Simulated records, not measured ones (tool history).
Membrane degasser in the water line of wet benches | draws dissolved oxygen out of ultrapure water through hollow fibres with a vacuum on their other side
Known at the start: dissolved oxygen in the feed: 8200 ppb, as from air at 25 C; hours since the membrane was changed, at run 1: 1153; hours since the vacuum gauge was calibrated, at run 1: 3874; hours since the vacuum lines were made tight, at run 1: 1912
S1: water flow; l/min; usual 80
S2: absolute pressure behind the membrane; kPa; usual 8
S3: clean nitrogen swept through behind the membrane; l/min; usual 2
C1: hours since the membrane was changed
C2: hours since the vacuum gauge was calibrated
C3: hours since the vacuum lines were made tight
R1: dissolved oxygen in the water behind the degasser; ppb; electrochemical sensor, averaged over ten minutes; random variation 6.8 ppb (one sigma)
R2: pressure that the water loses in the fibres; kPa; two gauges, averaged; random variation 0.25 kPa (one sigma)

run 1 day=0 | S1=80 S2=8 S3=2 | C1=1153 C2=3874 C3=1912 | R1=686.2 R2=68.08
run 2 day=1.933 | S1=80 S2=8 S3=2 | C1=1199 C2=3920 C3=1958 | R1=685.3 R2=67.92
run 3 day=3.358 | S1=121 S2=8 S3=2 | C1=1233 C2=3954 C3=1993 | R1=1118.1 R2=103.6
run 4 day=5.375 | S1=121 S2=8 S3=2 | C1=1282 C2=4003 C3=2041 | R1=1114.8 R2=102.84
run 5 day=8.108 | S1=121 S2=8 S3=2 | C1=1348 C2=4068 C3=2107 | R1=1114.4 R2=103.46
run 6 day=10.883 | S1=121 S2=8 S3=2 | C1=1414 C2=4135 C3=2173 | R1=1133.1 R2=103.4
run 7 day=12.508 | S1=121 S2=8 S3=2 | C1=1453 C2=4174 C3=2212 | R1=1129.5 R2=103.6
run 8 day=15.854 | S1=80 S2=8 S3=2.4 | C1=1533 C2=4254 C3=2292 | R1=639.7 R2=68.17
run 9 day=18.212 | S1=80 S2=8 S3=2 | C1=1590 C2=4311 C3=2349 | R1=684.5 R2=68.71
run 10 day=20.917 | S1=80 S2=8 S3=2 | C1=1655 C2=4376 C3=2414 | R1=697.3 R2=68.46
run 11 day=24.004 | S1=80 S2=5.85 S3=2 | C1=1729 C2=4450 C3=2488 | R1=543.7 R2=68.68
run 12 day=26.162 | S1=80 S2=5.85 S3=2 | C1=1781 C2=4502 C3=2540 | R1=545.1 R2=68.16
run 13 day=28.804 | S1=80 S2=5.85 S3=2 | C1=1844 C2=4565 C3=2603 | R1=544.9 R2=68.3
run 14 day=32.138 | S1=80 S2=5.85 S3=2 | C1=1924 C2=4645 C3=2683 | R1=542.2 R2=68.61
run 15 day=33.975 | S1=80 S2=5.85 S3=2 | C1=1968 C2=4689 C3=2727 | R1=540 R2=68.9
run 16 day=35.496 | S1=83 S2=5.59 S3=5.12 | C1=2005 C2=4726 C3=2764 | R1=457 R2=71.23
run 17 day=37.733 | S1=54 S2=15.01 S3=2.91 | C1=2059 C2=4779 C3=2818 | R1=604.7 R2=46.17
run 18 day=40.746 | S1=54 S2=15.01 S3=2.91 | C1=2131 C2=4852 C3=2890 | R1=589.3 R2=46.05
run 19 day=42.592 | S1=54 S2=15.01 S3=2.91 | C1=2175 C2=4896 C3=2934 | R1=606 R2=46.42
run 20 day=45.892 | S1=53 S2=15.01 S3=0.88 | C1=2254 C2=4975 C3=3013 | R1=1270.4 R2=45.24
run 21 day=47.683 | S1=91 S2=6.85 S3=2.07 | C1=2297 C2=5018 C3=3056 | R1=725.9 R2=78.56
run 22 day=49.908 | S1=91 S2=6.85 S3=2.07 | C1=2351 C2=5072 C3=3110 | R1=727.7 R2=78.18
run 23 day=52.638 | S1=64 S2=7.1 S3=1.81 | C1=2416 C2=5137 C3=3175 | R1=491.4 R2=55.12
run 24 day=54.604 | S1=58 S2=7.1 S3=3.23 | C1=2463 C2=5184 C3=3222 | R1=325.6 R2=49.61
run 25 day=56.404 | S1=80 S2=12.49 S3=1.99 | C1=2507 C2=5228 C3=3266 | R1=1000.2 R2=68.33
run 26 day=58.704 | S1=51 S2=9.92 S3=2 | C1=2562 C2=5283 C3=3321 | R1=484.3 R2=43.34
run 27 day=61.583 | S1=51 S2=9.92 S3=2 | C1=2631 C2=5352 C3=3390 | R1=483.4 R2=43.55
run 28 day=63.838 | S1=51 S2=9.92 S3=2 | C1=2685 C2=5406 C3=3444 | R1=488.8 R2=43.53
run 29 day=66.408 | S1=51 S2=9.92 S3=2 | C1=2747 C2=5468 C3=3506 | R1=487.5 R2=44

5 ways to go on from here, each from the tool as it stands after run 29. What would each give?
run A day=69.408 | S1=51 S2=9.92 S3=1.88 | C1=2819 C2=5540 C3=3578 | R1=? R2=?
run B day=69.408 | S1=84 S2=9.92 S3=2 | C1=2819 C2=5540 C3=3578 | R1=? R2=?
run C day=69.408 | S1=51 S2=5.97 S3=1.89 | C1=2819 C2=5540 C3=3578 | R1=? R2=?
run D day=69.408 | S1=108 S2=9.92 S3=1.19 | C1=2819 C2=5540 C3=3578 | R1=? R2=?
run E day=69.408 | S1=108 S2=9.72 S3=2 | C1=2819 C2=5540 C3=3578 | R1=? R2=?

run=A R1=491.3 R2=43.86
run=B R1=880 R2=72.08
run=C R1=287.3 R2=43.8
run=D R1=1407.6 R2=92.97
run=E R1=1158.3 R2=93.02
Without the tool's hidden state the same runs would have given:
run=A R1=476.6 R2=43.3
run=B R1=856.1 R2=71.17
run=C R1=272.3 R2=43.24
run=D R1=1375.8 R2=91.78
run=E R1=1128.8 R2=91.84

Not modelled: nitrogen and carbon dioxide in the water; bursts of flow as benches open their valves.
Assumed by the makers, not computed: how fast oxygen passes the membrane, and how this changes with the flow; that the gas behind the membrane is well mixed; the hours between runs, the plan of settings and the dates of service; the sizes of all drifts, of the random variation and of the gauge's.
